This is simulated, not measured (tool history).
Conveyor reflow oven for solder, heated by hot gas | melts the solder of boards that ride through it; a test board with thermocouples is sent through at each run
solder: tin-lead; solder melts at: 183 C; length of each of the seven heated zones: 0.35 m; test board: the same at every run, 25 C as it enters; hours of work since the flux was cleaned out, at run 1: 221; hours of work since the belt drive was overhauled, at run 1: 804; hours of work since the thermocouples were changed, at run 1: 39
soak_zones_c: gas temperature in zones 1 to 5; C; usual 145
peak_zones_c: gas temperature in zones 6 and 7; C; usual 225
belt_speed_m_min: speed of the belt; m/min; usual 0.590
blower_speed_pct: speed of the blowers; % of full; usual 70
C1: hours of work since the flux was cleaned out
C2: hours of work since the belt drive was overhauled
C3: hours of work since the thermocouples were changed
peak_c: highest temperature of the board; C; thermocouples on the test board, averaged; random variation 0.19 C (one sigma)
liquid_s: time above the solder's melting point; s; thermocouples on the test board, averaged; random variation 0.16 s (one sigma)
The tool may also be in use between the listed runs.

run 1 hour=0.0 | soak_zones_c=145 peak_zones_c=225 belt_speed_m_min=0.590 blower_speed_pct=70 | C1=221 C2=804 C3=39 | peak_c=210.5 liquid_s=50.7
-- hour=63.5 flux residue cleaned out of gas plates and filters
run 2 hour=63.5 | soak_zones_c=145 peak_zones_c=225 belt_speed_m_min=0.590 blower_speed_pct=70 | C1=0 C2=845 C3=81 | peak_c=209.6 liquid_s=50.1
-- hour=126.6 belt drive overhauled, speed set with a stopwatch
run 3 hour=143.0 | soak_zones_c=145 peak_zones_c=225 belt_speed_m_min=0.590 blower_speed_pct=70 | C1=54 C2=12 C3=135 | peak_c=209.5 liquid_s=48.9
run 4 hour=186.7 | soak_zones_c=145 peak_zones_c=225 belt_speed_m_min=0.590 blower_speed_pct=62 | C1=85 C2=43 C3=166 | peak_c=207.1 liquid_s=45.9
run 5 hour=266.2 | soak_zones_c=145 peak_zones_c=225 belt_speed_m_min=0.590 blower_speed_pct=62 | C1=142 C2=100 C3=223 | peak_c=206.4 liquid_s=45.7
run 6 hour=344.9 | soak_zones_c=145 peak_zones_c=225 belt_speed_m_min=0.590 blower_speed_pct=70 | C1=198 C2=156 C3=279 | peak_c=207.7 liquid_s=47.8
run 7 hour=383.7 | soak_zones_c=145 peak_zones_c=225 belt_speed_m_min=0.590 blower_speed_pct=70 | C1=226 C2=184 C3=307 | peak_c=207.7 liquid_s=47.7
-- hour=396.1 flux residue cleaned out of gas plates and filters, once more
run 8 hour=437.2 | soak_zones_c=145 peak_zones_c=215 belt_speed_m_min=0.590 blower_speed_pct=70 | C1=29 C2=218 C3=341 | peak_c=201.4 liquid_s=42.2
run 9 hour=507.9 | soak_zones_c=145 peak_zones_c=215 belt_speed_m_min=0.590 blower_speed_pct=70 | C1=80 C2=269 C3=392 | peak_c=201.3 liquid_s=41.7
run 10 hour=569.9 | soak_zones_c=145 peak_zones_c=225 belt_speed_m_min=0.590 blower_speed_pct=70 | C1=124 C2=313 C3=436 | peak_c=209.4 liquid_s=50.0
run 11 hour=646.2 | soak_zones_c=145 peak_zones_c=225 belt_speed_m_min=0.590 blower_speed_pct=60 | C1=179 C2=367 C3=491 | peak_c=206.4 liquid_s=46.2
run 12 hour=709.8 | soak_zones_c=145 peak_zones_c=225 belt_speed_m_min=0.590 blower_speed_pct=60 | C1=224 C2=413 C3=536 | peak_c=206.0 liquid_s=45.7
-- hour=766.6 flux residue cleaned out of gas plates and filters
run 13 hour=793.8 | soak_zones_c=145 peak_zones_c=225 belt_speed_m_min=0.590 blower_speed_pct=60 | C1=19 C2=469 C3=592 | peak_c=206.7 liquid_s=46.6
run 14 hour=845.3 | soak_zones_c=145 peak_zones_c=225 belt_speed_m_min=0.590 blower_speed_pct=60 | C1=56 C2=506 C3=629 | peak_c=206.6 liquid_s=46.2
run 15 hour=923.6 | soak_zones_c=145 peak_zones_c=225 belt_speed_m_min=0.590 blower_speed_pct=60 | C1=112 C2=562 C3=685 | peak_c=206.5 liquid_s=46.0
run 16 hour=986.0 | soak_zones_c=145 peak_zones_c=231 belt_speed_m_min=0.590 blower_speed_pct=63 | C1=157 C2=607 C3=730 | peak_c=211.8 liquid_s=51.8
run 17 hour=1056.0 | soak_zones_c=145 peak_zones_c=219 belt_speed_m_min=0.590 blower_speed_pct=85 | C1=207 C2=656 C3=780 | peak_c=206.1 liquid_s=48.5
-- hour=1141.3 flux residue cleaned out of gas plates and filters
-- hour=1143.3 thermocouples of zones 6 and 7 changed
run 18 hour=1143.5 | soak_zones_c=148 peak_zones_c=233 belt_speed_m_min=0.490 blower_speed_pct=74 | C1=0 C2=714 C3=0 | peak_c=224.5 liquid_s=75.7
run 19 hour=1224.4 | soak_zones_c=148 peak_zones_c=233 belt_speed_m_min=0.490 blower_speed_pct=74 | C1=58 C2=772 C3=58 | peak_c=224.4 liquid_s=74.9
run 20 hour=1297.0 | soak_zones_c=132 peak_zones_c=225 belt_speed_m_min=0.590 blower_speed_pct=53 | C1=110 C2=824 C3=110 | peak_c=202.6 liquid_s=36.9
run 21 hour=1345.6 | soak_zones_c=132 peak_zones_c=225 belt_speed_m_min=0.590 blower_speed_pct=53 | C1=144 C2=858 C3=144 | peak_c=202.5 liquid_s=36.3
-- hour=1393.1 belt drive overhauled, speed set with a stopwatch
run 22 hour=1409.0 | soak_zones_c=132 peak_zones_c=239 belt_speed_m_min=0.475 blower_speed_pct=53 | C1=187 C2=11 C3=187 | peak_c=221.7 liquid_s=68.2
run 23 hour=1455.1 | soak_zones_c=138 peak_zones_c=214 belt_speed_m_min=0.647 blower_speed_pct=59 | C1=220 C2=44 C3=220 | peak_c=193.2 liquid_s=22.3
run 24 hour=1512.4 | soak_zones_c=145 peak_zones_c=225 belt_speed_m_min=0.590 blower_speed_pct=82 | C1=261 C2=85 C3=261 | peak_c=211.9 liquid_s=53.1
-- hour=1524.2 flux residue cleaned out of gas plates and filters
run 25 hour=1581.0 | soak_zones_c=158 peak_zones_c=235 belt_speed_m_min=0.590 blower_speed_pct=50 | C1=41 C2=131 C3=306 | peak_c=215.2 liquid_s=58.9
run 26 hour=1652.3 | soak_zones_c=158 peak_zones_c=235 belt_speed_m_min=0.590 blower_speed_pct=50 | C1=91 C2=181 C3=357 | peak_c=215.4 liquid_s=58.6
run 27 hour=1735.2 | soak_zones_c=158 peak_zones_c=216 belt_speed_m_min=0.590 blower_speed_pct=50 | C1=151 C2=241 C3=416 | peak_c=199.6 liquid_s=42.8
run 28 hour=1785.6 | soak_zones_c=158 peak_zones_c=216 belt_speed_m_min=0.590 blower_speed_pct=89 | C1=187 C2=277 C3=452 | peak_c=207.2 liquid_s=55.6
run 29 hour=1830.8 | soak_zones_c=158 peak_zones_c=216 belt_speed_m_min=0.518 blower_speed_pct=87 | C1=219 C2=309 C3=484 | peak_c=208.8 liquid_s=66.0
run 30 hour=1873.4 | soak_zones_c=139 peak_zones_c=228 belt_speed_m_min=0.483 blower_speed_pct=71 | C1=249 C2=339 C3=515 | peak_c=216.4 liquid_s=66.9

The same runs without the tool's hidden state, with the same run-to-run variation:
The hidden state here: heat that the gas passes to the board, % of a clean oven's; belt's true speed, % of the reading; true gas temperature in zones 6 and 7 over the reading, C; drift of the gauge itself on peak_c, C; drift of the gauge itself on liquid_s, %.
run=1 peak_c=211.5 liquid_s=51.6
run=2 peak_c=211.3 liquid_s=51.7
run=3 peak_c=211.7 liquid_s=51.4
run=4 peak_c=209.5 liquid_s=48.8
run=5 peak_c=209.2 liquid_s=49.1
run=6 peak_c=211.1 liquid_s=51.5
run=7 peak_c=211.2 liquid_s=51.6
run=8 peak_c=202.5 liquid_s=43.4
run=9 peak_c=202.8 liquid_s=43.4
run=10 peak_c=211.2 liquid_s=51.6
run=11 peak_c=208.5 liquid_s=48.2
run=12 peak_c=208.4 liquid_s=48.1
run=13 peak_c=208.5 liquid_s=48.1
run=14 peak_c=208.5 liquid_s=47.9
run=15 peak_c=208.8 liquid_s=48.1
run=16 peak_c=214.5 liquid_s=53.8
run=17 peak_c=209.2 liquid_s=51.3
run=18 peak_c=224.2 liquid_s=75.1
run=19 peak_c=224.5 liquid_s=74.5
run=20 peak_c=203.0 liquid_s=37.1
run=21 peak_c=203.1 liquid_s=36.8
run=22 peak_c=222.8 liquid_s=69.0
run=23 peak_c=194.6 liquid_s=24.7
run=24 peak_c=213.7 liquid_s=54.7
run=25 peak_c=216.0 liquid_s=59.3
run=26 peak_c=216.5 liquid_s=59.3
run=27 peak_c=200.9 liquid_s=44.6
run=28 peak_c=209.0 liquid_s=57.1
run=29 peak_c=210.7 liquid_s=67.4
run=30 peak_c=218.7 liquid_s=68.6

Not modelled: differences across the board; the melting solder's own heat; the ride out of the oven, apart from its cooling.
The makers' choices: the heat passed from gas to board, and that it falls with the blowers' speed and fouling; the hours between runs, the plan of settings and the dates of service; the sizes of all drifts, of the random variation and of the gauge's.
